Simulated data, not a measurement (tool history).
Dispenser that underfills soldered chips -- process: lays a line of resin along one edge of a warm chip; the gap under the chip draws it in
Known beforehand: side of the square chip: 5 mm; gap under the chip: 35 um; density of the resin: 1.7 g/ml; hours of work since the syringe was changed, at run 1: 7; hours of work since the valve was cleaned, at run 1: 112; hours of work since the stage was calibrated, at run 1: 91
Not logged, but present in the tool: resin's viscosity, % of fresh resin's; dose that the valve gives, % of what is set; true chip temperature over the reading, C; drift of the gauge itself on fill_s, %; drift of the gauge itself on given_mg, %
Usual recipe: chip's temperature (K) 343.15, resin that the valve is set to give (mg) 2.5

run	hour	chip's temperature (K)	resin that the valve is set to give (mg)	hours of work since the syringe was changed	hours of work since the valve was cleaned	hours of work since the stage was calibrated	time until the resin shows at the far edge (s)	resin that the valve gave (mg)
1	0	343.15	2.5	7	112	91	16	2.27
# hour 4.9: new syringe of resin
2	5.2	343.15	2.5	0	116	94	11	2.28
3	9.8	343.15	2.5	4	119	97	13.8	2.25
4	14.2	343.15	3.12	7	122	100	15.4	2.85
# hour 17.6: dispensing valve cleaned and set on the balance
5	17.6	343.15	3.12	8	0	102	17.8	3.13
# hour 20.6: new syringe of resin
6	23	343.15	3.12	2	4	106	12.3	3.12
7	26.9	343.15	2.32	4	6	109	14.1	2.33
8	32.4	343.15	2.29	8	10	112	17.6	2.27
# hour 35.2: new syringe of resin
9	35.4	343.15	2.29	0	12	114	11.9	2.27
10	40.1	348.15	2.29	4	16	118	10.8	2.29
11	44.8	332.15	2.5	7	19	121	29.2	2.45
12	48.1	329.15	2.85	9	21	123	38.6	2.79
# hour 49.9: new syringe of resin
13	53.2	354.15	3.03	2	25	127	7.3	2.93
14	57.2	334.15	2.97	5	27	130	23	2.92
15	62.7	355.15	2.6	9	31	133	9.9	2.53
# hour 64.8: new syringe of resin
16	67.1	331.15	2.75	2	34	136	23.3	2.67
17	70.1	331.15	2.75	4	36	138	26.5	2.66
18	75.3	331.15	2.75	7	40	142	31.1	2.68
19	78.7	331.15	2.75	10	42	145	35.6	2.69
# hour 79.5: new syringe of resin
20	83.5	334.15	2.98	3	46	148	20.8	2.86
21	86.2	334.15	2.21	5	48	150	23.4	2.17

Branching from run 21: 3 alternative next runs. What would each branch give?
A	90.2	337.15	2.22	8	50	152	?	?
B	90.2	343.15	2.38	8	50	152	?	?
C	90.2	334.15	2.33	8	50	152	?	?

run	time until the resin shows at the far edge (s)	resin that the valve gave (mg)
A	23.1	2.13
B	17	2.3
C	26.8	2.25
What these runs would have given with no unlogged condition in the tool:
run	time until the resin shows at the far edge (s)	resin that the valve gave (mg)
A	15.5	2.22
B	11.5	2.39
C	18	2.34
